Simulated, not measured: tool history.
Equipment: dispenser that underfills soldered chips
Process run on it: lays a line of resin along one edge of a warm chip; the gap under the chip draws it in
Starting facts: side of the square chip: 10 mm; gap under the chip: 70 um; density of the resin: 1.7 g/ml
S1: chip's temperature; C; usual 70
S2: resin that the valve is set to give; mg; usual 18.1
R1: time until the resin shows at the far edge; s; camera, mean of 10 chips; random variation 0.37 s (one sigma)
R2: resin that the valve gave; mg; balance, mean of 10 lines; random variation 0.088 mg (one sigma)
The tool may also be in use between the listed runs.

run  hour  S1    S2    R1     R2
  1   0.0  70  18.1  25.7  17.56
      4.1  -- new syringe of resin
  2   4.5  70  18.1  22.4  17.48
  3   8.6  56  18.1  38.9  17.25
     13.5  -- new syringe of resin
  4  13.5  56  18.1  33.9  17.35
  5  16.9  56  18.1  37.9  17.28
  6  20.8  56  18.1  43.1  17.34
     23.1  -- new syringe of resin
  7  24.7  56  18.1  36.0  17.21
  8  28.4  56  18.1  39.8  17.09
     32.6  -- new syringe of resin
  9  32.6  85  18.9  14.2  17.97
 10  39.0  85  18.9  17.8  17.88
     42.4  -- new syringe of resin
 11  45.8  60  17.3  34.0  16.11
     51.9  -- new syringe of resin
 12  51.9  70  20.8  21.6  19.31
 13  57.6  70  20.8  25.1  19.28
 14  60.3  70  20.8  27.6  19.20
     61.5  -- new syringe of resin
 15  66.6  84  17.4  17.5  16.08
 16  69.8  62  19.5  34.8  17.86

Branching from run 16: 5 alternative next runs. What would each branch give?
     71.1  -- new syringe of resin
  A  76.4  62  16.3   ?   ?
     71.1  -- new syringe of resin
  B  76.4  66  18.1   ?   ?
     71.1  -- new syringe of resin
  C  76.4  62  23.3   ?   ?
     71.1  -- new syringe of resin
  D  76.4  56  19.5   ?   ?
     71.1  -- new syringe of resin
  E  76.4  69  18.1   ?   ?

run    R1     R2
  A  33.8  14.90
  B  29.8  16.44
  C  32.2  21.35
  D  40.0  17.72
  E  27.4  16.63
What these runs would have given with no unlogged condition in the tool:
run    R1     R2
  A  27.6  16.29
  B  24.8  17.98
  C  27.0  23.35
  D  33.3  19.38
  E  22.7  18.18
